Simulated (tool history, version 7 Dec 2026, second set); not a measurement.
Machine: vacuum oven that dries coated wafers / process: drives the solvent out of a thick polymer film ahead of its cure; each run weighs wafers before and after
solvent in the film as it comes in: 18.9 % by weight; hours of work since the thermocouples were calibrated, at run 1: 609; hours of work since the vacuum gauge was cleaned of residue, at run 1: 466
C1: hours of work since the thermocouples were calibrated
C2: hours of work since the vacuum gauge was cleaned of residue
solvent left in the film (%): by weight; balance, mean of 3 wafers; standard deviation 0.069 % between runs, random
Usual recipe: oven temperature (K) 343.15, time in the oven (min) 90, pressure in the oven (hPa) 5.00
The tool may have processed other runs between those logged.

Run 1, hour 0.0: usual settings; C1 609; C2 466. Result: solvent left in the film (%) 5.54.
Run 2, hour 54.2: usual settings; C1 638; C2 495. Result: solvent left in the film (%) 5.61.
Run 3, hour 118.1: usual settings but oven temperature (K) 329.15; C1 672; C2 529. Result: solvent left in the film (%) 11.54.
Run 4, hour 180.1: usual settings; C1 705; C2 562. Result: solvent left in the film (%) 5.58.
Run 5, hour 218.6: usual settings; C1 726; C2 583. Result: solvent left in the film (%) 5.54.
Run 6, hour 266.3: usual settings but oven temperature (K) 350.15; C1 751; C2 608. Result: solvent left in the film (%) 3.21.
Run 7, hour 333.3: usual settings but oven temperature (K) 350.15; C1 787; C2 644. Result: solvent left in the film (%) 3.18.
Run 8, hour 391.3: usual settings; C1 818; C2 675. Result: solvent left in the film (%) 5.69.
Run 9, hour 448.3: usual settings; C1 849; C2 705. Result: solvent left in the film (%) 5.86.
Run 10, hour 477.9: usual settings; C1 864; C2 721. Result: solvent left in the film (%) 5.89.
At hour 484.4: oven's thermocouples calibrated.
Run 11, hour 522.7: usual settings but oven temperature (K) 352.15; C1 20; C2 744. Result: solvent left in the film (%) 2.38.
Run 12, hour 575.6: usual settings but oven temperature (K) 352.15; C1 49; C2 772. Result: solvent left in the film (%) 2.35.
Run 13, hour 613.5: usual settings but oven temperature (K) 352.15; C1 69; C2 793. Result: solvent left in the film (%) 2.36.
Run 14, hour 647.5: usual settings but oven temperature (K) 347.15, pressure in the oven (hPa) 2.99; C1 87; C2 811. Result: solvent left in the film (%) 3.60.
Run 15, hour 704.0: usual settings but oven temperature (K) 347.15, pressure in the oven (hPa) 2.99; C1 117; C2 841. Result: solvent left in the film (%) 3.62.
Run 16, hour 759.7: usual settings but oven temperature (K) 358.15, time in the oven (min) 107, pressure in the oven (hPa) 10.81; C1 147; C2 871. Result: solvent left in the film (%) 1.92.
Run 17, hour 820.3: usual settings but oven temperature (K) 336.15, time in the oven (min) 107, pressure in the oven (hPa) 7.66; C1 179; C2 903. Result: solvent left in the film (%) 8.37.
Run 18, hour 885.3: usual settings but oven temperature (K) 336.15, time in the oven (min) 107, pressure in the oven (hPa) 7.66; C1 214; C2 938. Result: solvent left in the film (%) 8.43.
Run 19, hour 944.3: usual settings but time in the oven (min) 70, pressure in the oven (hPa) 12.74; C1 245; C2 969. Result: solvent left in the film (%) 8.21.
Run 20, hour 974.0: usual settings but time in the oven (min) 70, pressure in the oven (hPa) 12.74; C1 261; C2 985. Result: solvent left in the film (%) 8.03.
Run 21, hour 1011.4: usual settings but oven temperature (K) 333.15, time in the oven (min) 73, pressure in the oven (hPa) 4.05; C1 281; C2 1005. Result: solvent left in the film (%) 10.53.

What will run 22 give?
At hour 1019.9: vacuum gauge cleaned of residue and calibrated.
Run 22, hour 1049.6: usual settings but oven temperature (K) 336.15, time in the oven (min) 79, pressure in the oven (hPa) 10.00; C1 301; C2 16. Result: solvent left in the film (%) ?.

Logged for run 22: solvent left in the film (%) 9.49.
With the hidden condition absent and the run-to-run variation left alone, this run would have shown solvent left in the film (%) 9.33.

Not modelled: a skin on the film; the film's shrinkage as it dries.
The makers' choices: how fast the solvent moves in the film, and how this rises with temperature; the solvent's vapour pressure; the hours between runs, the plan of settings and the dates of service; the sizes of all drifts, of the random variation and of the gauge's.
